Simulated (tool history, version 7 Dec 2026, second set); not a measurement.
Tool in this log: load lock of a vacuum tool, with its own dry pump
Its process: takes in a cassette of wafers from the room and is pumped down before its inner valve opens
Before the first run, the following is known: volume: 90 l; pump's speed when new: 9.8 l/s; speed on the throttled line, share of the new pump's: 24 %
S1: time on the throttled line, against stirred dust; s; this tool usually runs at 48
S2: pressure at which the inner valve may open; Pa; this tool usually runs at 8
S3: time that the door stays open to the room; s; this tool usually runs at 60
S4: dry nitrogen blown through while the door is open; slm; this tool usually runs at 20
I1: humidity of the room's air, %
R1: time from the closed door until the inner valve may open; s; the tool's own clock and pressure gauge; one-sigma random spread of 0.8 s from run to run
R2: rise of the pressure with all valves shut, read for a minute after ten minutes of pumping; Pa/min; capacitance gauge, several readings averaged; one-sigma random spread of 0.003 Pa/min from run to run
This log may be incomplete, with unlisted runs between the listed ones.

| run | day | S1 | S2 | S3 | S4 | I1 | R1 | R2 |
|---|---|---|---|---|---|---|---|---|
| 1 | 0 | 48 | 8 | 60 | 20 | 42.9 | 131.3 | 0.021 |
| 2 | 12.508 | 48 | 8 | 60 | 20 | 45.2 | 133.5 | 0.02 |
| 3 | 27.588 | 48 | 8 | 60 | 20 | 44.9 | 131.5 | 0.027 |
| 4 | 40.642 | 48 | 8 | 60 | 20 | 43.7 | 131 | 0.036 |
| 5 | 53.446 | 48 | 8 | 60 | 20 | 45.1 | 134.2 | 0.028 |
| 6 | 64.133 | 48 | 8 | 60 | 20 | 45 | 134.4 | 0.026 |
| 7 | 71.425 | 44 | 8 | 60 | 20 | 46.1 | 130.3 | 0.029 |
| 8 | 87.662 | 44 | 8 | 60 | 20 | 45 | 131.8 | 0.025 |
| 9 | 98.379 | 52 | 8 | 60 | 20 | 46.5 | 136.9 | 0.033 |
|  | 103.8 | dry pump taken out, an overhauled one fitted |
| 10 | 106.533 | 48 | 8 | 60 | 17 | 44.8 | 125.5 | 0.033 |
| 11 | 123.725 | 48 | 8 | 60 | 17 | 46.5 | 123.4 | 0.034 |
| 12 | 140.121 | 48 | 8 | 60 | 17 | 46.7 | 126 | 0.037 |
| 13 | 151.038 | 48 | 8 | 60 | 17 | 47.4 | 125.5 | 0.037 |
| 14 | 158.504 | 48 | 8 | 60 | 17 | 43.9 | 125.8 | 0.04 |
| 15 | 166.812 | 48 | 8 | 60 | 17 | 44.1 | 126.5 | 0.045 |
| 16 | 182.967 | 48 | 7 | 60 | 17 | 43.2 | 129.1 | 0.047 |
| 17 | 198.383 | 48 | 7 | 60 | 17 | 42.4 | 129.6 | 0.04 |
| 18 | 210.4 | 84 | 16 | 214 | 20 | 43.1 | 146 | 0.063 |
| 19 | 219.4 | 84 | 16 | 28 | 20 | 46.1 | 146.6 | 0.039 |

Run 20 comes next. What will it give?
| 20 | 237.283 | 49 | 7 | 187 | 20 | 44.5 | ? | ? |

Run 20 came out at R1 129.6 s, R2 0.069 Pa/min.
Without the tool's hidden state the same run would have given R1 125.8 s, R2 0.037 Pa/min.

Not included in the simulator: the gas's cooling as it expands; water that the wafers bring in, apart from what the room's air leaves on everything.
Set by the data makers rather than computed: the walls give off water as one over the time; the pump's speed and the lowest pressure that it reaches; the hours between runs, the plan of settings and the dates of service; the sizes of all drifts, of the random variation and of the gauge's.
